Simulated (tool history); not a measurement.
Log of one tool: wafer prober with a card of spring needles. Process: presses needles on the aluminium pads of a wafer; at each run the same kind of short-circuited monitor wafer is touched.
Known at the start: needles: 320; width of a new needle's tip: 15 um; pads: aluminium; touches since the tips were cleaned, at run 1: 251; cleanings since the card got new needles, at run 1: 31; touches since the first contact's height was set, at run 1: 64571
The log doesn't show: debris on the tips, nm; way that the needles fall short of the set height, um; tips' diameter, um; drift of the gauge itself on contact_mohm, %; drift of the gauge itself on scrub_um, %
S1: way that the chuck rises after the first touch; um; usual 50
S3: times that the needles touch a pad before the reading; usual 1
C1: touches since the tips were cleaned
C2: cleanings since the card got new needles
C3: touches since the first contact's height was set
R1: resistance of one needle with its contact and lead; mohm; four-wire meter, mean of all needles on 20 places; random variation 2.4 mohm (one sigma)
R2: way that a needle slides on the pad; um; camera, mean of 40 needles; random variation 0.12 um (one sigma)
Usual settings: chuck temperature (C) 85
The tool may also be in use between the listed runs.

run 1 hour=0 | S1=50 chuck_temperature_(C)=85 S3=1 | C1=251 C2=31 C3=64571 | R1=267 R2=8.78
-- hour=3.7 tips cleaned on abrasive film
-- hour=7.3 tips cleaned on abrasive film
-- hour=11.9 tips cleaned on abrasive film
-- hour=16.4 tips cleaned on abrasive film
-- hour=20.1 tips cleaned on abrasive film
-- hour=24.6 tips cleaned on abrasive film
-- hour=28.3 tips cleaned on abrasive film
-- hour=32.8 tips cleaned on abrasive film
-- hour=36.5 tips cleaned on abrasive film
-- hour=40.2 tips cleaned on abrasive film
-- hour=44.7 tips cleaned on abrasive film
run 2 hour=47 | S1=50 chuck_temperature_(C)=85 S3=1 | C1=1195 C2=42 C3=89111 | R1=265 R2=8.56
-- hour=48.8 tips cleaned on abrasive film
-- hour=52.5 tips cleaned on abrasive film
-- hour=56.2 tips cleaned on abrasive film
-- hour=60.7 tips cleaned on abrasive film
-- hour=64.4 tips cleaned on abrasive film
-- hour=68 tips cleaned on abrasive film
-- hour=71.7 tips cleaned on abrasive film
-- hour=76.2 tips cleaned on abrasive film
run 3 hour=79.2 | S1=50 chuck_temperature_(C)=85 S3=1 | C1=1563 C2=50 C3=105920 | R1=269 R2=8.56
-- hour=80.2 tips cleaned on abrasive film
-- hour=84.7 tips cleaned on abrasive film
-- hour=88.4 tips cleaned on abrasive film
-- hour=92 tips cleaned on abrasive film
-- hour=96.6 tips cleaned on abrasive film
-- hour=100.2 tips cleaned on abrasive film
-- hour=104.8 tips cleaned on abrasive film
-- hour=109.3 tips cleaned on abrasive film
-- hour=113 tips cleaned on abrasive film
-- hour=116.7 tips cleaned on abrasive film
run 4 hour=118.5 | S1=50 chuck_temperature_(C)=85 S3=1 | C1=979 C2=60 C3=126436 | R1=274 R2=8.67
-- hour=120.4 tips cleaned on abrasive film
-- hour=124.1 tips cleaned on abrasive film
-- hour=128.6 tips cleaned on abrasive film
-- hour=133.2 tips cleaned on abrasive film
-- hour=136.8 tips cleaned on abrasive film
-- hour=141.4 tips cleaned on abrasive film
-- hour=145.9 tips cleaned on abrasive film
-- hour=150.5 tips cleaned on abrasive film
-- hour=155 tips cleaned on abrasive film
-- hour=158.7 tips cleaned on abrasive film
-- hour=161.7 height of the first contact set anew
-- hour=162.6 tips cleaned on abrasive film
run 5 hour=163.8 | S1=50 chuck_temperature_(C)=85 S3=1 | C1=599 C2=71 C3=1075 | R1=268 R2=8.9
-- hour=166.5 tips cleaned on abrasive film
-- hour=171.1 tips cleaned on abrasive film
-- hour=174.7 tips cleaned on abrasive film
-- hour=178.4 tips cleaned on abrasive film
-- hour=182.1 tips cleaned on abrasive film
-- hour=186.6 tips cleaned on abrasive film
-- hour=191.2 tips cleaned on abrasive film
-- hour=194.8 tips cleaned on abrasive film
-- hour=198.5 tips cleaned on abrasive film
-- hour=202.2 tips cleaned on abrasive film
-- hour=205.8 tips cleaned on abrasive film
-- hour=210.4 tips cleaned on abrasive film
run 6 hour=210.8 | S1=50 chuck_temperature_(C)=85 S3=1 | C1=237 C2=83 C3=25610 | R1=271 R2=8.7
-- hour=214.5 tips cleaned on abrasive film
-- hour=218.1 tips cleaned on abrasive film
-- hour=222.7 tips cleaned on abrasive film
-- hour=226.3 tips cleaned on abrasive film
-- hour=230 tips cleaned on abrasive film
-- hour=233.7 tips cleaned on abrasive film
-- hour=237.3 tips cleaned on abrasive film
-- hour=241.9 tips cleaned on abrasive film
-- hour=246.4 tips cleaned on abrasive film
-- hour=251 tips cleaned on abrasive film
-- hour=255.5 tips cleaned on abrasive film
-- hour=260.1 tips cleaned on abrasive film
-- hour=263.7 tips cleaned on abrasive film
run 7 hour=264.7 | S1=50 chuck_temperature_(C)=85 S3=1 | C1=489 C2=96 C3=53732 | R1=270 R2=8.67
-- hour=267.5 tips cleaned on abrasive film
-- hour=271.1 tips cleaned on abrasive film
-- hour=274.8 tips cleaned on abrasive film
-- hour=278.5 tips cleaned on abrasive film
-- hour=282.1 tips cleaned on abrasive film
-- hour=285.8 tips cleaned on abrasive film
-- hour=290.3 tips cleaned on abrasive film
-- hour=294 tips cleaned on abrasive film
-- hour=297.6 tips cleaned on abrasive film
-- hour=301.3 tips cleaned on abrasive film
run 8 hour=304.9 | S1=32 chuck_temperature_(C)=85 S3=1 | C1=1904 C2=106 C3=74720 | R1=270 R2=5.56
-- hour=305.9 tips cleaned on abrasive film
-- hour=309.5 tips cleaned on abrasive film
-- hour=313.2 tips cleaned on abrasive film
-- hour=316.8 tips cleaned on abrasive film
-- hour=321.4 tips cleaned on abrasive film
-- hour=325.1 tips cleaned on abrasive film
-- hour=328.7 tips cleaned on abrasive film
-- hour=332.4 tips cleaned on abrasive film
-- hour=336 tips cleaned on abrasive film
-- hour=340.6 tips cleaned on abrasive film
-- hour=345.1 tips cleaned on abrasive film
-- hour=348.8 tips cleaned on abrasive film
-- hour=353.4 tips cleaned on abrasive film
-- hour=357 tips cleaned on abrasive film
-- hour=361.6 tips cleaned on abrasive film
-- hour=365.2 tips cleaned on abrasive film
run 9 hour=367.8 | S1=50 chuck_temperature_(C)=51 S3=1 | C1=1402 C2=122 C3=107568 | R1=253 R2=8.82
-- hour=369.7 tips cleaned on abrasive film
-- hour=373.4 tips cleaned on abrasive film
-- hour=377.9 tips cleaned on abrasive film
-- hour=381.6 tips cleaned on abrasive film
-- hour=386.1 tips cleaned on abrasive film
-- hour=389.8 tips cleaned on abrasive film
-- hour=394.4 tips cleaned on abrasive film
-- hour=398 tips cleaned on abrasive film
-- hour=402.6 tips cleaned on abrasive film
-- hour=406.2 tips cleaned on abrasive film
-- hour=409.9 tips cleaned on abrasive film
-- hour=414.4 tips cleaned on abrasive film
-- hour=418.1 tips cleaned on abrasive film
-- hour=421.8 tips cleaned on abrasive film
-- hour=425.4 tips cleaned on abrasive film
-- hour=429.1 tips cleaned on abrasive film
run 10 hour=432.1 | S1=50 chuck_temperature_(C)=51 S3=1 | C1=1585 C2=138 C3=141075 | R1=259 R2=8.67
-- hour=433 tips cleaned on abrasive film
-- hour=437.6 tips cleaned on abrasive film
-- hour=441.3 tips cleaned on abrasive film
-- hour=445.8 tips cleaned on abrasive film
-- hour=447 height of the first contact set anew
-- hour=449.8 tips cleaned on abrasive film
-- hour=454.3 tips cleaned on abrasive film
-- hour=458 tips cleaned on abrasive film
-- hour=462.5 tips cleaned on abrasive film
-- hour=467.1 tips cleaned on abrasive film
-- hour=471.6 tips cleaned on abrasive film
-- hour=475.3 tips cleaned on abrasive film
-- hour=479.8 tips cleaned on abrasive film
-- hour=483.5 tips cleaned on abrasive film
-- hour=487.2 tips cleaned on abrasive film
run 11 hour=488.6 | S1=48 chuck_temperature_(C)=27 S3=1 | C1=781 C2=152 C3=21744 | R1=251 R2=8.26
-- hour=491.4 tips cleaned on abrasive film
-- hour=495.1 tips cleaned on abrasive film
-- hour=499.6 tips cleaned on abrasive film
-- hour=503.3 tips cleaned on abrasive film
-- hour=507.8 tips cleaned on abrasive film
-- hour=511.5 tips cleaned on abrasive film
-- hour=515.1 tips cleaned on abrasive film
-- hour=519.7 tips cleaned on abrasive film
-- hour=523.3 tips cleaned on abrasive film
run 12 hour=526.3 | S1=43 chuck_temperature_(C)=55 S3=2 | C1=1567 C2=161 C3=41416 | R1=262 R2=7.67
-- hour=527.3 tips cleaned on abrasive film
-- hour=531.8 tips cleaned on abrasive film
-- hour=535.5 tips cleaned on abrasive film
-- hour=539.1 tips cleaned on abrasive film
-- hour=543.7 tips cleaned on abrasive film
-- hour=547.4 tips cleaned on abrasive film
-- hour=551 tips cleaned on abrasive film
-- hour=555.6 tips cleaned on abrasive film
-- hour=559.2 tips cleaned on abrasive film
-- hour=563.8 tips cleaned on abrasive film
-- hour=567.4 tips cleaned on abrasive film
-- hour=572 tips cleaned on abrasive film
-- hour=576.5 tips cleaned on abrasive film
-- hour=580.2 tips cleaned on abrasive film
-- hour=584.8 tips cleaned on abrasive film
-- hour=589.3 tips cleaned on abrasive film
run 13 hour=589.3 | S1=44 chuck_temperature_(C)=97 S3=2 | C1=6 C2=177 C3=74300 | R1=271 R2=7.56

Forecast each of these 5 alternatives for the next run:
-- hour=593 tips cleaned on abrasive film
-- hour=596.7 tips cleaned on abrasive film
-- hour=601.3 tips cleaned on abrasive film
-- hour=605.8 tips cleaned on abrasive film
-- hour=610.4 tips cleaned on abrasive film
-- hour=614 tips cleaned on abrasive film
-- hour=618.6 tips cleaned on abrasive film
-- hour=623.1 tips cleaned on abrasive film
-- hour=627.7 tips cleaned on abrasive film
run A hour=628.2 | S1=50 chuck_temperature_(C)=31 S3=1 | C1=273 C2=186 C3=94614 | R1=? R2=?
-- hour=593 tips cleaned on abrasive film
-- hour=596.7 tips cleaned on abrasive film
-- hour=601.3 tips cleaned on abrasive film
-- hour=605.8 tips cleaned on abrasive film
-- hour=610.4 tips cleaned on abrasive film
-- hour=614 tips cleaned on abrasive film
-- hour=618.6 tips cleaned on abrasive film
-- hour=623.1 tips cleaned on abrasive film
-- hour=627.7 tips cleaned on abrasive film
run B hour=628.2 | S1=56 chuck_temperature_(C)=31 S3=2 | C1=273 C2=186 C3=94614 | R1=? R2=?
-- hour=593 tips cleaned on abrasive film
-- hour=596.7 tips cleaned on abrasive film
-- hour=601.3 tips cleaned on abrasive film
-- hour=605.8 tips cleaned on abrasive film
-- hour=610.4 tips cleaned on abrasive film
-- hour=614 tips cleaned on abrasive film
-- hour=618.6 tips cleaned on abrasive film
-- hour=623.1 tips cleaned on abrasive film
-- hour=627.7 tips cleaned on abrasive film
run C hour=628.2 | S1=50 chuck_temperature_(C)=85 S3=1 | C1=273 C2=186 C3=94614 | R1=? R2=?
-- hour=593 tips cleaned on abrasive film
-- hour=596.7 tips cleaned on abrasive film
-- hour=601.3 tips cleaned on abrasive film
-- hour=605.8 tips cleaned on abrasive film
-- hour=610.4 tips cleaned on abrasive film
-- hour=614 tips cleaned on abrasive film
-- hour=618.6 tips cleaned on abrasive film
-- hour=623.1 tips cleaned on abrasive film
-- hour=627.7 tips cleaned on abrasive film
run D hour=628.2 | S1=44 chuck_temperature_(C)=47 S3=1 | C1=273 C2=186 C3=94614 | R1=? R2=?
-- hour=593 tips cleaned on abrasive film
-- hour=596.7 tips cleaned on abrasive film
-- hour=601.3 tips cleaned on abrasive film
-- hour=605.8 tips cleaned on abrasive film
-- hour=610.4 tips cleaned on abrasive film
-- hour=614 tips cleaned on abrasive film
-- hour=618.6 tips cleaned on abrasive film
-- hour=623.1 tips cleaned on abrasive film
-- hour=627.7 tips cleaned on abrasive film
run E hour=628.2 | S1=56 chuck_temperature_(C)=48 S3=1 | C1=273 C2=186 C3=94614 | R1=? R2=?

run=A R1=253 R2=8.71
run=B R1=257 R2=9.69
run=C R1=269 R2=8.87
run=D R1=260 R2=7.56
run=E R1=254 R2=9.67
Without the tool's hidden state the same runs would have given:
run=A R1=253 R2=8.72
run=B R1=257 R2=9.7
run=C R1=269 R2=8.88
run=D R1=260 R2=7.57
run=E R1=254 R2=9.68

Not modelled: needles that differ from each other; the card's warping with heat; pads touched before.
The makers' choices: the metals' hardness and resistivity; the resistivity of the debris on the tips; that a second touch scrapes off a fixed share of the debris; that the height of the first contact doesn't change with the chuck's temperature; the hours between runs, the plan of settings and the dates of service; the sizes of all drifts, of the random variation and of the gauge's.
